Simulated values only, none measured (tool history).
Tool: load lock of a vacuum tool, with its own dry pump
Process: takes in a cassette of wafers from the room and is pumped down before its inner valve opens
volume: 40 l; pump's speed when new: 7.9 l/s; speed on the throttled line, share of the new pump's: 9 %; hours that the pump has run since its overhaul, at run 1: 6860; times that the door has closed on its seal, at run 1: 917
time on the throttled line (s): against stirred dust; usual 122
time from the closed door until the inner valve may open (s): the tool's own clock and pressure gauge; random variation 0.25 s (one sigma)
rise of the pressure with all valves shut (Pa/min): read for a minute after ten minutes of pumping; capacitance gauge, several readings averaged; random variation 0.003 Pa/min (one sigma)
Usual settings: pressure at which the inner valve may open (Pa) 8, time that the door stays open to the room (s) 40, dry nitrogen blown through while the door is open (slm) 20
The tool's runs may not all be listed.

run,hour,time on the throttled line (s),pressure at which the inner valve may open (Pa),time that the door stays open to the room (s),dry nitrogen blown through while the door is open (slm),hours that the pump has run since its overhaul,times that the door has closed on its seal,"incoming humidity of the room's air, %",time from the closed door until the inner valve may open (s),rise of the pressure with all valves shut (Pa/min)
1,0,122,8,40,20,6860,917,47.3,159.4,0.037
2,140.8,122,8,40,20,7001,1278,45.6,159.7,0.037
3,359.4,122,8,40,20,7220,1838,41,159.4,0.044
4,506.9,122,8,40,20,7367,2216,45.2,159.5,0.054
5,616.2,122,8,40,20,7476,2496,41.2,159.5,0.051
6,733.6,122,8,43,20,7594,2797,43.9,159.9,0.054
7,968.4,122,8,40,20,7829,3398,46,159.7,0.062
8,1166.2,122,8,40,20,8026,3905,44.3,160.2,0.072
9,1404.6,122,8,40,20,8265,4516,44.8,159.7,0.075
10,1618.6,122,8,40,20,8479,5064,45.2,159.8,0.089
11,1762,122,8,78,20,8622,5432,44.4,160.1,0.103
12,1911,122,8,78,20,8771,5813,48.9,159.9,0.108
13,2051.5,122,8,78,20,8912,6173,45.9,159.9,0.109
14,2281.6,122,8,78,20,9142,6763,45.6,160.3,0.122
15,2530.2,123,8,78,20,9391,7400,45.1,160.6,0.132
16,2663.5,123,8,78,20,9524,7741,45.9,161.1,0.141
17,2839,232,8,40,20,9699,8191,46,259.4,0.141
18,3021.7,229,8,40,20,9882,8659,47.2,256.6,0.156
19,3230.3,122,8,40,20,10091,9194,46.6,159.9,0.163
20,3402.2,122,7,40,4,10262,9634,45,160.9,0.189
21,3563.5,122,7,40,4,10424,10047,43.6,161.2,0.194
22,3739.2,214,11,44,9,10599,10497,44.6,241.2,0.199
23,3919.2,194,8,40,20,10779,10958,45,225.1,0.2
24,4070,194,7,40,20,10930,11345,44,226.2,0.204
25,4190.8,105,8,155,20,11051,11654,41.9,145,0.231
26,4394.2,105,8,155,20,11254,12176,47.1,145.3,0.244
27,4601.4,122,8,139,20,11462,12706,42,161,0.249
28,4783.7,122,8,139,44,11644,13174,48.1,160.6,0.258
29,4994.5,155,8,31,20,11855,13714,47.4,190.7,0.272
30,5168.4,155,8,31,20,12029,14159,42.7,190.2,0.281
31,5322.2,124,13,102,20,12182,14553,41.6,159.9,0.305
32,5547.5,166,12,102,8,12408,15131,46.1,198.4,0.344
33,5778.6,166,12,102,8,12639,15723,43,198.3,0.353
34,6030.1,166,8,102,9,12890,16367,47.6,200.7,0.375
35,6267.9,122,8,40,30,13128,16976,43.6,161.2,0.363
36,6503.9,122,13,39,23,13364,17581,44.9,158.7,0.382
37,6748.3,122,11,40,20,13609,18207,43.4,159.3,0.413

Forecast each of these 4 alternatives for the next run:
A,6927.6,122,8,40,39,13788,18667,45.9,?,?
B,6927.6,122,7,40,20,13788,18667,45.4,?,?
C,6927.6,122,8,47,20,13788,18667,45.3,?,?
D,6927.6,122,6,40,20,13788,18667,45.1,?,?

run,time from the closed door until the inner valve may open (s),rise of the pressure with all valves shut (Pa/min)
A,161.1,0.421
B,161.7,0.432
C,160.9,0.434
D,162.7,0.431
Without the tool's hidden state the same runs would have given:
run,time from the closed door until the inner valve may open (s),rise of the pressure with all valves shut (Pa/min)
A,158.7,0.017
B,159.1,0.024
C,158.5,0.024
D,160.2,0.024

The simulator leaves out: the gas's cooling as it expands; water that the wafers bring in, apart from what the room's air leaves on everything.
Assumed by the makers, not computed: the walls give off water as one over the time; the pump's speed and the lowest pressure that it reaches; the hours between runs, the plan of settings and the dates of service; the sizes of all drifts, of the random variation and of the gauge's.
